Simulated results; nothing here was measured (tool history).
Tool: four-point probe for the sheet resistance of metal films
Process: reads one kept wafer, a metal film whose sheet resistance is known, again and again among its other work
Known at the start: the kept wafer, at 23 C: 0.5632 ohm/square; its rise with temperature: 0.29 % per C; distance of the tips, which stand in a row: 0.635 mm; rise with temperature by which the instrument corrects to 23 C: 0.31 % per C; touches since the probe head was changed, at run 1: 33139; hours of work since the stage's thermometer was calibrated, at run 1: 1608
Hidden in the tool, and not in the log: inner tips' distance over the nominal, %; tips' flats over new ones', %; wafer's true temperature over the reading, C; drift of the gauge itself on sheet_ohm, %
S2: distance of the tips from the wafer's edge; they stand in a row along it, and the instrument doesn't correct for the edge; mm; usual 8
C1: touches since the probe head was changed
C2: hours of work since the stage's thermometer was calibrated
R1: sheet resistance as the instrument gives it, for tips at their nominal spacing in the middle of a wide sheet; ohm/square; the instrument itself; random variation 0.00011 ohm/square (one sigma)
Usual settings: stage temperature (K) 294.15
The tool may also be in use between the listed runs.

run 1 hour=0.0 | stage_temperature_(K)=294.15 S2=8 | C1=33139 C2=1608 | R1=0.566940
run 2 hour=38.4 | stage_temperature_(K)=294.15 S2=8 | C1=34677 C2=1632 | R1=0.567323
run 3 hour=59.7 | stage_temperature_(K)=294.15 S2=8 | C1=35532 C2=1645 | R1=0.567144
run 4 hour=109.0 | stage_temperature_(K)=294.15 S2=8 | C1=37511 C2=1677 | R1=0.567157
run 5 hour=129.2 | stage_temperature_(K)=294.15 S2=8 | C1=38321 C2=1689 | R1=0.567338
run 6 hour=164.2 | stage_temperature_(K)=294.15 S2=8 | C1=39726 C2=1712 | R1=0.567273
run 7 hour=204.9 | stage_temperature_(K)=294.15 S2=8 | C1=41360 C2=1738 | R1=0.567619
-- hour=214.9 stage's thermometer calibrated
run 8 hour=252.2 | stage_temperature_(K)=294.15 S2=8 | C1=43237 C2=24 | R1=0.567572
run 9 hour=292.4 | stage_temperature_(K)=296.15 S2=8 | C1=44848 C2=49 | R1=0.567789
run 10 hour=333.9 | stage_temperature_(K)=296.15 S2=8 | C1=46514 C2=75 | R1=0.567687
-- hour=362.0 stage's thermometer calibrated, once more
run 11 hour=373.9 | stage_temperature_(K)=302.15 S2=8 | C1=48097 C2=8 | R1=0.566265
run 12 hour=399.0 | stage_temperature_(K)=294.15 S2=8 | C1=49105 C2=23 | R1=0.567049
run 13 hour=432.3 | stage_temperature_(K)=294.15 S2=8 | C1=50441 C2=45 | R1=0.566998
run 14 hour=481.5 | stage_temperature_(K)=294.15 S2=8 | C1=52414 C2=76 | R1=0.567141
run 15 hour=520.8 | stage_temperature_(K)=294.15 S2=8 | C1=53991 C2=101 | R1=0.567314
run 16 hour=542.3 | stage_temperature_(K)=292.15 S2=29 | C1=54853 C2=114 | R1=0.565655
run 17 hour=576.8 | stage_temperature_(K)=295.15 S2=29 | C1=56238 C2=136 | R1=0.565335
run 18 hour=618.2 | stage_temperature_(K)=295.15 S2=29 | C1=57896 C2=162 | R1=0.565561
run 19 hour=666.7 | stage_temperature_(K)=295.15 S2=29 | C1=59846 C2=193 | R1=0.565608
run 20 hour=699.8 | stage_temperature_(K)=298.15 S2=65 | C1=61173 C2=214 | R1=0.565343
run 21 hour=725.5 | stage_temperature_(K)=301.15 S2=24 | C1=62204 C2=230 | R1=0.565469
run 22 hour=764.1 | stage_temperature_(K)=306.15 S2=9 | C1=63750 C2=255 | R1=0.566520
run 23 hour=785.6 | stage_temperature_(K)=301.15 S2=31 | C1=64613 C2=269 | R1=0.565198
run 24 hour=819.0 | stage_temperature_(K)=301.15 S2=47 | C1=65954 C2=290 | R1=0.565188
run 25 hour=861.1 | stage_temperature_(K)=291.15 S2=13 | C1=67643 C2=316 | R1=0.566768
run 26 hour=882.7 | stage_temperature_(K)=295.15 S2=13 | C1=68509 C2=330 | R1=0.566645
run 27 hour=923.7 | stage_temperature_(K)=293.15 S2=5 | C1=70152 C2=356 | R1=0.571099
run 28 hour=967.7 | stage_temperature_(K)=306.15 S2=62 | C1=71917 C2=384 | R1=0.564933
run 29 hour=1005.9 | stage_temperature_(K)=293.15 S2=9 | C1=73452 C2=408 | R1=0.567898

Hidden state at the last listed run before each entry between runs and at the first one after, where it differs:
Between runs 7 and 8: stage's thermometer calibrated (hour 214.9)
  inner tips' distance over the nominal, %: 0.214 -> 0.226; tips' flats over new ones', %: 32 -> 34; wafer's true temperature over the reading, C: 0.52 -> 0.61
  measured less the result without the state, R1: +0.002185 -> +0.002413 ohm/square
Between runs 10 and 11: stage's thermometer calibrated, once more (hour 362.0)
  inner tips' distance over the nominal, %: 0.246 -> 0.256; tips' flats over new ones', %: 36 -> 37; wafer's true temperature over the reading, C: 0.63 -> 0.08
  measured less the result without the state, R1: +0.002553 -> +0.001693 ohm/square
